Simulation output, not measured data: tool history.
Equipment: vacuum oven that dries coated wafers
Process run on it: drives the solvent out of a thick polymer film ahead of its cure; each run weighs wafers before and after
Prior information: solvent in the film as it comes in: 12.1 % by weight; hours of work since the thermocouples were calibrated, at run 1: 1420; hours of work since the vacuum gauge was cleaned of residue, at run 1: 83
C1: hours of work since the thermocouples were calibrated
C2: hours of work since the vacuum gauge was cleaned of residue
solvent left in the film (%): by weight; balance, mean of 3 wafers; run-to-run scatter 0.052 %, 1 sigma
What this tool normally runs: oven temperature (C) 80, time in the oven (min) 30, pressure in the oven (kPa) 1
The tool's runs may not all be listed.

{"run": 1, "hour": 0.0, "oven temperature (C)": 80, "time in the oven (min)": 30, "pressure in the oven (kPa)": 1, "C1": 1420, "C2": 83, "solvent left in the film (%)": 2.18}
{"run": 2, "hour": 8.5, "oven temperature (C)": 80, "time in the oven (min)": 30, "pressure in the oven (kPa)": 1, "C1": 1423, "C2": 87, "solvent left in the film (%)": 2.14}
{"run": 3, "hour": 24.6, "oven temperature (C)": 80, "time in the oven (min)": 30, "pressure in the oven (kPa)": 1, "C1": 1430, "C2": 94, "solvent left in the film (%)": 2.18}
{"run": 4, "hour": 38.7, "oven temperature (C)": 80, "time in the oven (min)": 30, "pressure in the oven (kPa)": 1, "C1": 1436, "C2": 100, "solvent left in the film (%)": 2.17}
{"run": 5, "hour": 47.1, "oven temperature (C)": 80, "time in the oven (min)": 30, "pressure in the oven (kPa)": 1, "C1": 1440, "C2": 103, "solvent left in the film (%)": 2.08}
{"run": 6, "hour": 64.6, "oven temperature (C)": 80, "time in the oven (min)": 30, "pressure in the oven (kPa)": 1, "C1": 1447, "C2": 110, "solvent left in the film (%)": 2.2}
{"hour": 67.5, "done": "vacuum gauge cleaned of residue and calibrated"}
{"run": 7, "hour": 85.3, "oven temperature (C)": 80, "time in the oven (min)": 30, "pressure in the oven (kPa)": 1, "C1": 1455, "C2": 7, "solvent left in the film (%)": 2.19}
{"run": 8, "hour": 93.3, "oven temperature (C)": 80, "time in the oven (min)": 30, "pressure in the oven (kPa)": 1, "C1": 1458, "C2": 11, "solvent left in the film (%)": 2.12}
{"run": 9, "hour": 105.7, "oven temperature (C)": 71, "time in the oven (min)": 15, "pressure in the oven (kPa)": 1.51, "C1": 1463, "C2": 16, "solvent left in the film (%)": 6.84}
{"hour": 110.6, "done": "vacuum gauge cleaned of residue and calibrated, once more"}
{"run": 10, "hour": 118.6, "oven temperature (C)": 80, "time in the oven (min)": 26, "pressure in the oven (kPa)": 3.84, "C1": 1468, "C2": 3, "solvent left in the film (%)": 3.99}
{"run": 11, "hour": 128.4, "oven temperature (C)": 80, "time in the oven (min)": 38, "pressure in the oven (kPa)": 1.55, "C1": 1472, "C2": 7, "solvent left in the film (%)": 1.81}
{"run": 12, "hour": 143.4, "oven temperature (C)": 80, "time in the oven (min)": 38, "pressure in the oven (kPa)": 1.55, "C1": 1479, "C2": 14, "solvent left in the film (%)": 1.89}
{"run": 13, "hour": 155.5, "oven temperature (C)": 80, "time in the oven (min)": 30, "pressure in the oven (kPa)": 1.18, "C1": 1484, "C2": 19, "solvent left in the film (%)": 2.32}
{"run": 14, "hour": 165.9, "oven temperature (C)": 80, "time in the oven (min)": 30, "pressure in the oven (kPa)": 1.18, "C1": 1488, "C2": 23, "solvent left in the film (%)": 2.32}
{"hour": 180.1, "done": "oven's thermocouples calibrated"}
{"run": 15, "hour": 181.9, "oven temperature (C)": 80, "time in the oven (min)": 32, "pressure in the oven (kPa)": 1, "C1": 1, "C2": 29, "solvent left in the film (%)": 1.24}
{"run": 16, "hour": 200.1, "oven temperature (C)": 80, "time in the oven (min)": 32, "pressure in the oven (kPa)": 1, "C1": 8, "C2": 37, "solvent left in the film (%)": 1.29}

Alternative continuations, all from the tool just after run 16; predict every row:
{"run": "A", "hour": 217.2, "oven temperature (C)": 95, "time in the oven (min)": 32, "pressure in the oven (kPa)": 1, "C1": 15, "C2": 44, "solvent left in the film (%)": "?"}
{"run": "B", "hour": 217.2, "oven temperature (C)": 80, "time in the oven (min)": 23, "pressure in the oven (kPa)": 1, "C1": 15, "C2": 44, "solvent left in the film (%)": "?"}
{"run": "C", "hour": 217.2, "oven temperature (C)": 80, "time in the oven (min)": 32, "pressure in the oven (kPa)": 0.72, "C1": 15, "C2": 44, "solvent left in the film (%)": "?"}
{"run": "D", "hour": 217.2, "oven temperature (C)": 80, "time in the oven (min)": 24, "pressure in the oven (kPa)": 0.54, "C1": 15, "C2": 44, "solvent left in the film (%)": "?"}
{"run": "E", "hour": 217.2, "oven temperature (C)": 90, "time in the oven (min)": 30, "pressure in the oven (kPa)": 1, "C1": 15, "C2": 44, "solvent left in the film (%)": "?"}

run=A solvent_left_in_the_film_(%)=0.29
run=B solvent_left_in_the_film_(%)=1.9
run=C solvent_left_in_the_film_(%)=1.13
run=D solvent_left_in_the_film_(%)=1.77
run=E solvent_left_in_the_film_(%)=0.42
The same runs, with their run-to-run variation unchanged, on a tool lacking any hidden condition would have given:
run=A solvent_left_in_the_film_(%)=0.29
run=B solvent_left_in_the_film_(%)=2.02
run=C solvent_left_in_the_film_(%)=1.21
run=D solvent_left_in_the_film_(%)=1.88
run=E solvent_left_in_the_film_(%)=0.43

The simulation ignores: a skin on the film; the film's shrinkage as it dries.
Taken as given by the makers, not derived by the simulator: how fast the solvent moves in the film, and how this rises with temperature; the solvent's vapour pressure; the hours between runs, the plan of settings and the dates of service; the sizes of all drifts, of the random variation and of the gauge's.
